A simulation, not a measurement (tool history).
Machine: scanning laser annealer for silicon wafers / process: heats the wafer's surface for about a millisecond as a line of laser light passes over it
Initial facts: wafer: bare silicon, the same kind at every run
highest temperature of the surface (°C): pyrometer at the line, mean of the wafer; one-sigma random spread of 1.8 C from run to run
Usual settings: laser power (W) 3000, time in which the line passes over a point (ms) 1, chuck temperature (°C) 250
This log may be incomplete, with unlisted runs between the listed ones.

run	day	laser power (W)	time in which the line passes over a point (ms)	chuck temperature (°C)	highest temperature of the surface (°C)
1	0	3000	1	250	1036
2	0.967	3000	0.79	250	954
3	2.638	3000	0.79	250	953
4	3.817	3000	0.79	250	949
5	4.562	3000	0.79	250	954
6	5.758	3000	0.97	250	1023
7	7.562	3000	0.97	250	1027
8	8.933	3000	0.97	250	1025
9	9.854	2699	1	250	964
10	11.196	2699	1	250	961
11	12.954	2665	1	250	956
12	14.283	2665	1	250	958
13	15.304	3088	1	250	1060
14	17.138	3088	1	250	1057
15	18.583	3000	1	250	1034
16	19.883	3000	1	250	1034
17	21.1	3000	1	250	1034
18	22.058	3000	1	272	1056
19	23.433	3000	1	272	1057
20	25.233	3000	1	250	1036
# day 26.188: window over the wafer cleaned
21	26.921	3000	1	224	1013
22	27.679	3169	1.13	283	1162
23	29.479	2866	1.2	252	1074
24	31.146	2866	1.2	252	1075
25	32.442	2866	1.2	252	1075
26	34.029	3053	1	250	1052
27	34.962	2974	0.97	277	1049
28	35.821	2767	1.2	221	1018
29	36.979	3199	0.96	213	1031
30	37.729	3199	0.96	213	1034
31	38.896	2609	1	255	950
# day 40.396: optics aligned, line set to its width
32	40.504	2829	1	213	960
33	42.279	2913	0.93	231	969
34	43.438	3000	0.97	250	1026
35	45.217	2749	1	230	957
36	46.267	3018	1	266	1058
37	47.312	2785	1	233	970
38	48.062	2571	1.07	250	953
39	48.962	2742	1.09	278	1031
40	50.571	2742	1.09	278	1032
41	51.829	2742	1.09	278	1035
42	53.525	3132	0.89	250	1022

Each row is a separate what-if for the run after 42, all from the same tool condition, not one after another. Results?
A	54.375	2720	0.99	250	?
B	54.375	3043	0.76	224	?
C	54.375	2964	1.24	250	?

run	highest temperature of the surface (°C)
A	967
B	920
C	1113
With no hidden state in the tool, these same runs would have given:
run	highest temperature of the surface (°C)
A	968
B	920
C	1114
